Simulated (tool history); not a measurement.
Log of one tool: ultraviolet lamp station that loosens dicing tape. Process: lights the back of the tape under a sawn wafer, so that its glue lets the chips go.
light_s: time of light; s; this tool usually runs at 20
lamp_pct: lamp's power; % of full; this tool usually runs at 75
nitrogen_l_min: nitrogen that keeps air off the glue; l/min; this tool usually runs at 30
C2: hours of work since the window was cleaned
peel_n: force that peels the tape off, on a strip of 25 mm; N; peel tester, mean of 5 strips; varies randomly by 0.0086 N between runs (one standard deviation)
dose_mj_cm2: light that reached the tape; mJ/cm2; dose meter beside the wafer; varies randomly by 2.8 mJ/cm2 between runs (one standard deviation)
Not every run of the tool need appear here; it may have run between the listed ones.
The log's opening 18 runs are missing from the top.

Run 19, hour 1176.1: usual settings; hours of work of the lamp 691; C2 96. Result: peel_n 0.564 N, dose_mj_cm2 296 mJ/cm2.
Run 20, hour 1263.4: usual settings; hours of work of the lamp 729; C2 134. Result: peel_n 0.582 N, dose_mj_cm2 283 mJ/cm2.
Run 21, hour 1331.9: usual settings; hours of work of the lamp 759; C2 164. Result: peel_n 0.598 N, dose_mj_cm2 273 mJ/cm2.
Run 22, hour 1383.3: usual settings; hours of work of the lamp 781; C2 187. Result: peel_n 0.611 N, dose_mj_cm2 268 mJ/cm2.
Run 23, hour 1424.3: usual settings but lamp_pct 77 % of full, nitrogen_l_min 14 l/min; hours of work of the lamp 799; C2 204. Result: peel_n 0.777 N, dose_mj_cm2 278 mJ/cm2.
Run 24, hour 1508: usual settings but light_s 15 s, nitrogen_l_min 25 l/min; hours of work of the lamp 835; C2 241. Result: peel_n 0.982 N, dose_mj_cm2 194 mJ/cm2.
Run 25, hour 1577: usual settings but light_s 22 s; hours of work of the lamp 865; C2 271. Result: peel_n 0.609 N, dose_mj_cm2 284 mJ/cm2.
Run 26, hour 1630: usual settings but light_s 22 s; hours of work of the lamp 888; C2 294. Result: peel_n 0.61 N, dose_mj_cm2 270 mJ/cm2.
Run 27, hour 1687.5: usual settings but light_s 15 s, nitrogen_l_min 10 l/min; hours of work of the lamp 913; C2 319. Result: peel_n 1.34 N, dose_mj_cm2 183 mJ/cm2.
Run 28, hour 1762.8: usual settings but light_s 15 s, nitrogen_l_min 10 l/min; hours of work of the lamp 946; C2 352. Result: peel_n 1.366 N, dose_mj_cm2 176 mJ/cm2.
Run 29, hour 1841.2: usual settings but light_s 13 s, lamp_pct 78 % of full; hours of work of the lamp 980; C2 386. Result: peel_n 1.259 N, dose_mj_cm2 156 mJ/cm2.
Run 30, hour 1935.6: usual settings but light_s 37 s, lamp_pct 78 % of full, nitrogen_l_min 10 l/min; hours of work of the lamp 1021; C2 427. Result: peel_n 0.45 N, dose_mj_cm2 425 mJ/cm2.
At hour 2022.5: window cleaned of glue's vapour.
Run 31, hour 2027.8: usual settings but light_s 19 s, nitrogen_l_min 16 l/min; hours of work of the lamp 1061; C2 2. Result: peel_n 0.882 N, dose_mj_cm2 241 mJ/cm2.
Run 32, hour 2066: usual settings but light_s 27 s, lamp_pct 66 % of full, nitrogen_l_min 16 l/min; hours of work of the lamp 1078; C2 19. Result: peel_n 0.651 N, dose_mj_cm2 297 mJ/cm2.
Run 33, hour 2108.9: usual settings but light_s 27 s, lamp_pct 66 % of full, nitrogen_l_min 16 l/min; hours of work of the lamp 1096; C2 38. Result: peel_n 0.657 N, dose_mj_cm2 295 mJ/cm2.
Run 34, hour 2195.8: usual settings but light_s 27 s, lamp_pct 66 % of full, nitrogen_l_min 16 l/min; hours of work of the lamp 1134; C2 75. Result: peel_n 0.701 N, dose_mj_cm2 285 mJ/cm2.
Run 35, hour 2277.8: usual settings but light_s 27 s, lamp_pct 66 % of full, nitrogen_l_min 16 l/min; hours of work of the lamp 1170; C2 111. Result: peel_n 0.723 N, dose_mj_cm2 273 mJ/cm2.
Run 36, hour 2332: usual settings but light_s 27 s, lamp_pct 66 % of full, nitrogen_l_min 48 l/min; hours of work of the lamp 1194; C2 135. Result: peel_n 0.546 N, dose_mj_cm2 269 mJ/cm2.
Run 37, hour 2406.8: usual settings but light_s 35 s, lamp_pct 84 % of full, nitrogen_l_min 21 l/min; hours of work of the lamp 1226; C2 167. Result: peel_n 0.349 N, dose_mj_cm2 434 mJ/cm2.
Run 38, hour 2479.5: usual settings but light_s 35 s, lamp_pct 84 % of full, nitrogen_l_min 21 l/min; hours of work of the lamp 1258; C2 199. Result: peel_n 0.356 N, dose_mj_cm2 418 mJ/cm2.

Expected results for the next run?
Run 39, hour 2519.4: usual settings but light_s 22 s, lamp_pct 99 % of full, nitrogen_l_min 21 l/min; hours of work of the lamp 1275; C2 216. Result: peel_n ?, dose_mj_cm2 ?.

Run 39 came out at peel_n 0.558 N, dose_mj_cm2 309 mJ/cm2.
With the hidden condition absent and the run-to-run variation left alone, this run would have shown peel_n 0.233 N, dose_mj_cm2 583 mJ/cm2.

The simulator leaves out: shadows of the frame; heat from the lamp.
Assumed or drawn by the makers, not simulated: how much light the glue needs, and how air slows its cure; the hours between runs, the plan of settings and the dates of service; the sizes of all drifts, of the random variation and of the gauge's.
